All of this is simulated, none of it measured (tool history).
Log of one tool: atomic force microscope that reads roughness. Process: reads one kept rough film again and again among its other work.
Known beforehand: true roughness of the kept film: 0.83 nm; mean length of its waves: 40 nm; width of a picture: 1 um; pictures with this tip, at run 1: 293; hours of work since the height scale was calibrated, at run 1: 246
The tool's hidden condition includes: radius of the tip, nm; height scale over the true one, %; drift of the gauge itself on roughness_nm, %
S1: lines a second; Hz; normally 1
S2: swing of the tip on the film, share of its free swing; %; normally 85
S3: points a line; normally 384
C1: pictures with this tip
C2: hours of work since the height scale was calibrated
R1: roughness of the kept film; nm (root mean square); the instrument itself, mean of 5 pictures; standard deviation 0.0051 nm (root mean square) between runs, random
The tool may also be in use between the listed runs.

run  hour    S1  S2   S3   C1   C2     R1
  1     0     1  85  384  293  246  0.741
  2   6.5     1  56  384  305  250  0.762
  3  15.6     1  56  384  323  256  0.757
     18.4  -- new tip fitted
  4  24.3     1  56  384   11  261  0.805
  5  32.4     1  79  384   27  267  0.788
  6  39.1     1  85  384   40  271  0.774
     40.9  -- height scale calibrated on a step standard
  7  45.8     1  58  970   51    3  0.801
  8  51.6  2.24  65  534   62    7  0.786
  9  58.5   0.7  87  277   75   12  0.768
     63.2  -- height scale calibrated on a step standard, once more
 10  65.6  0.88  58  406   87    2  0.793
 11  72.3  0.78  63  364  100    6  0.783

Predict each of these 3 candidate next runs independently; none follows another, all start after run 11:
  A  81.1  1.24  57  364  116  12   ?
  B  81.1  1.29  68  561  116  12   ?
  C  81.1  0.78  83  364  116  12   ?

run     R1
  A  0.794
  B  0.782
  C  0.773
What these runs would have given with no unlogged condition in the tool:
run     R1
  A   0.81
  B  0.798
  C  0.789
